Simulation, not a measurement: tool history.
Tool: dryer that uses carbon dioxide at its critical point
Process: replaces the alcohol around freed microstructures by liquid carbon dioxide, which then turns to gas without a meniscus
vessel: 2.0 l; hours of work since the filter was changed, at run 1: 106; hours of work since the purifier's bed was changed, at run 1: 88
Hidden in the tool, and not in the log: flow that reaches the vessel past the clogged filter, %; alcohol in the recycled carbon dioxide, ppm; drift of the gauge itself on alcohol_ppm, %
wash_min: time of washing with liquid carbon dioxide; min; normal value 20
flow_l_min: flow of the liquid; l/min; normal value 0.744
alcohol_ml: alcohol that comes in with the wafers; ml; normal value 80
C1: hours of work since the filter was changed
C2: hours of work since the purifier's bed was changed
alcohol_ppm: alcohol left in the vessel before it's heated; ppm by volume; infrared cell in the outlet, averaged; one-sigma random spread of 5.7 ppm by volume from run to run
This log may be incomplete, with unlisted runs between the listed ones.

{"run": 1, "hour": 0.0, "wash_min": 20, "flow_l_min": 0.744, "alcohol_ml": 80, "C1": 106, "C2": 88, "alcohol_ppm": 245}
{"run": 2, "hour": 10.6, "wash_min": 20, "flow_l_min": 0.744, "alcohol_ml": 80, "C1": 110, "C2": 91, "alcohol_ppm": 246}
{"run": 3, "hour": 21.2, "wash_min": 20, "flow_l_min": 1.016, "alcohol_ml": 80, "C1": 113, "C2": 95, "alcohol_ppm": 59}
{"run": 4, "hour": 31.8, "wash_min": 20, "flow_l_min": 1.016, "alcohol_ml": 80, "C1": 117, "C2": 98, "alcohol_ppm": 59}
{"run": 5, "hour": 43.5, "wash_min": 20, "flow_l_min": 0.744, "alcohol_ml": 80, "C1": 121, "C2": 102, "alcohol_ppm": 250}
{"run": 6, "hour": 52.3, "wash_min": 20, "flow_l_min": 0.885, "alcohol_ml": 80, "C1": 124, "C2": 105, "alcohol_ppm": 100}
{"run": 7, "hour": 61.6, "wash_min": 20, "flow_l_min": 0.885, "alcohol_ml": 80, "C1": 127, "C2": 108, "alcohol_ppm": 114}
{"run": 8, "hour": 72.5, "wash_min": 20, "flow_l_min": 0.885, "alcohol_ml": 80, "C1": 130, "C2": 112, "alcohol_ppm": 115}
{"run": 9, "hour": 85.3, "wash_min": 20, "flow_l_min": 0.885, "alcohol_ml": 80, "C1": 135, "C2": 116, "alcohol_ppm": 111}
{"run": 10, "hour": 100.0, "wash_min": 20, "flow_l_min": 0.815, "alcohol_ml": 80, "C1": 140, "C2": 121, "alcohol_ppm": 167}
{"run": 11, "hour": 108.9, "wash_min": 20, "flow_l_min": 0.815, "alcohol_ml": 80, "C1": 143, "C2": 124, "alcohol_ppm": 161}
{"run": 12, "hour": 123.1, "wash_min": 20, "flow_l_min": 0.744, "alcohol_ml": 22, "C1": 147, "C2": 129, "alcohol_ppm": 95}
{"run": 13, "hour": 137.6, "wash_min": 20, "flow_l_min": 0.616, "alcohol_ml": 80, "C1": 152, "C2": 133, "alcohol_ppm": 632}
{"run": 14, "hour": 152.8, "wash_min": 20, "flow_l_min": 0.616, "alcohol_ml": 80, "C1": 157, "C2": 139, "alcohol_ppm": 641}
{"hour": 156.6, "done": "inlet filter changed"}
{"run": 15, "hour": 161.4, "wash_min": 20, "flow_l_min": 0.616, "alcohol_ml": 80, "C1": 2, "C2": 141, "alcohol_ppm": 515}
{"run": 16, "hour": 168.9, "wash_min": 20, "flow_l_min": 0.744, "alcohol_ml": 80, "C1": 4, "C2": 144, "alcohol_ppm": 218}
{"run": 17, "hour": 180.9, "wash_min": 20, "flow_l_min": 0.744, "alcohol_ml": 80, "C1": 8, "C2": 148, "alcohol_ppm": 218}
{"run": 18, "hour": 195.3, "wash_min": 20, "flow_l_min": 0.744, "alcohol_ml": 80, "C1": 13, "C2": 152, "alcohol_ppm": 222}
{"run": 19, "hour": 209.2, "wash_min": 20, "flow_l_min": 0.744, "alcohol_ml": 80, "C1": 18, "C2": 157, "alcohol_ppm": 208}
{"run": 20, "hour": 216.7, "wash_min": 20, "flow_l_min": 0.744, "alcohol_ml": 80, "C1": 20, "C2": 159, "alcohol_ppm": 213}
{"run": 21, "hour": 229.4, "wash_min": 20, "flow_l_min": 0.744, "alcohol_ml": 80, "C1": 24, "C2": 164, "alcohol_ppm": 216}
{"run": 22, "hour": 244.5, "wash_min": 20, "flow_l_min": 0.744, "alcohol_ml": 80, "C1": 29, "C2": 169, "alcohol_ppm": 221}
{"run": 23, "hour": 254.7, "wash_min": 13, "flow_l_min": 0.744, "alcohol_ml": 80, "C1": 33, "C2": 172, "alcohol_ppm": 1262}
{"run": 24, "hour": 264.4, "wash_min": 14, "flow_l_min": 0.63, "alcohol_ml": 44, "C1": 36, "C2": 175, "alcohol_ppm": 983}
{"run": 25, "hour": 278.5, "wash_min": 12, "flow_l_min": 1.191, "alcohol_ml": 40, "C1": 41, "C2": 180, "alcohol_ppm": 147}
{"run": 26, "hour": 292.9, "wash_min": 12, "flow_l_min": 1.191, "alcohol_ml": 40, "C1": 45, "C2": 185, "alcohol_ppm": 146}
{"run": 27, "hour": 304.5, "wash_min": 30, "flow_l_min": 0.744, "alcohol_ml": 80, "C1": 49, "C2": 189, "alcohol_ppm": 59}
{"run": 28, "hour": 311.3, "wash_min": 16, "flow_l_min": 0.744, "alcohol_ml": 80, "C1": 51, "C2": 191, "alcohol_ppm": 626}
{"run": 29, "hour": 324.9, "wash_min": 13, "flow_l_min": 0.554, "alcohol_ml": 80, "C1": 56, "C2": 195, "alcohol_ppm": 3201}
{"run": 30, "hour": 335.0, "wash_min": 30, "flow_l_min": 0.554, "alcohol_ml": 27, "C1": 59, "C2": 199, "alcohol_ppm": 86}
{"run": 31, "hour": 345.5, "wash_min": 30, "flow_l_min": 0.554, "alcohol_ml": 27, "C1": 63, "C2": 202, "alcohol_ppm": 89}
{"run": 32, "hour": 360.7, "wash_min": 20, "flow_l_min": 0.708, "alcohol_ml": 35, "C1": 68, "C2": 207, "alcohol_ppm": 172}
{"run": 33, "hour": 376.2, "wash_min": 12, "flow_l_min": 0.615, "alcohol_ml": 63, "C1": 73, "C2": 212, "alcohol_ppm": 2372}
{"run": 34, "hour": 391.0, "wash_min": 20, "flow_l_min": 0.515, "alcohol_ml": 22, "C1": 78, "C2": 217, "alcohol_ppm": 359}
{"run": 35, "hour": 405.1, "wash_min": 13, "flow_l_min": 0.917, "alcohol_ml": 90, "C1": 83, "C2": 222, "alcohol_ppm": 708}
{"run": 36, "hour": 412.3, "wash_min": 25, "flow_l_min": 1.108, "alcohol_ml": 37, "C1": 85, "C2": 224, "alcohol_ppm": 50}
{"run": 37, "hour": 427.1, "wash_min": 14, "flow_l_min": 1.26, "alcohol_ml": 60, "C1": 90, "C2": 229, "alcohol_ppm": 104}
{"run": 38, "hour": 440.0, "wash_min": 14, "flow_l_min": 1.26, "alcohol_ml": 60, "C1": 94, "C2": 234, "alcohol_ppm": 108}
{"run": 39, "hour": 449.0, "wash_min": 24, "flow_l_min": 0.673, "alcohol_ml": 63, "C1": 97, "C2": 237, "alcohol_ppm": 169}
{"run": 40, "hour": 456.6, "wash_min": 24, "flow_l_min": 0.673, "alcohol_ml": 63, "C1": 100, "C2": 239, "alcohol_ppm": 176}
{"run": 41, "hour": 469.7, "wash_min": 15, "flow_l_min": 0.851, "alcohol_ml": 25, "C1": 104, "C2": 244, "alcohol_ppm": 199}
{"run": 42, "hour": 480.5, "wash_min": 27, "flow_l_min": 0.797, "alcohol_ml": 99, "C1": 108, "C2": 247, "alcohol_ppm": 86}
{"run": 43, "hour": 494.7, "wash_min": 17, "flow_l_min": 0.677, "alcohol_ml": 75, "C1": 112, "C2": 252, "alcohol_ppm": 765}
{"run": 44, "hour": 503.2, "wash_min": 17, "flow_l_min": 0.677, "alcohol_ml": 75, "C1": 115, "C2": 255, "alcohol_ppm": 758}
{"run": 45, "hour": 518.3, "wash_min": 21, "flow_l_min": 0.591, "alcohol_ml": 30, "C1": 120, "C2": 260, "alcohol_ppm": 274}
{"run": 46, "hour": 527.2, "wash_min": 20, "flow_l_min": 0.9, "alcohol_ml": 52, "C1": 123, "C2": 263, "alcohol_ppm": 109}

Here are 5 independent what-if runs from the current tool condition. What would each one return?
{"run": "A", "hour": 535.3, "wash_min": 22, "flow_l_min": 1.154, "alcohol_ml": 58, "C1": 126, "C2": 265, "alcohol_ppm": "?"}
{"run": "B", "hour": 535.3, "wash_min": 28, "flow_l_min": 0.744, "alcohol_ml": 95, "C1": 126, "C2": 265, "alcohol_ppm": "?"}
{"run": "C", "hour": 535.3, "wash_min": 20, "flow_l_min": 0.744, "alcohol_ml": 34, "C1": 126, "C2": 265, "alcohol_ppm": "?"}
{"run": "D", "hour": 535.3, "wash_min": 17, "flow_l_min": 0.9, "alcohol_ml": 52, "C1": 126, "C2": 265, "alcohol_ppm": "?"}
{"run": "E", "hour": 535.3, "wash_min": 18, "flow_l_min": 0.744, "alcohol_ml": 51, "C1": 126, "C2": 265, "alcohol_ppm": "?"}

run=A alcohol_ppm=54
run=B alcohol_ppm=92
run=C alcohol_ppm=152
run=D alcohol_ppm=187
run=E alcohol_ppm=310
What these runs would have given with no unlogged condition in the tool:
run=A alcohol_ppm=0
run=B alcohol_ppm=21
run=C alcohol_ppm=69
run=D alcohol_ppm=98
run=E alcohol_ppm=199
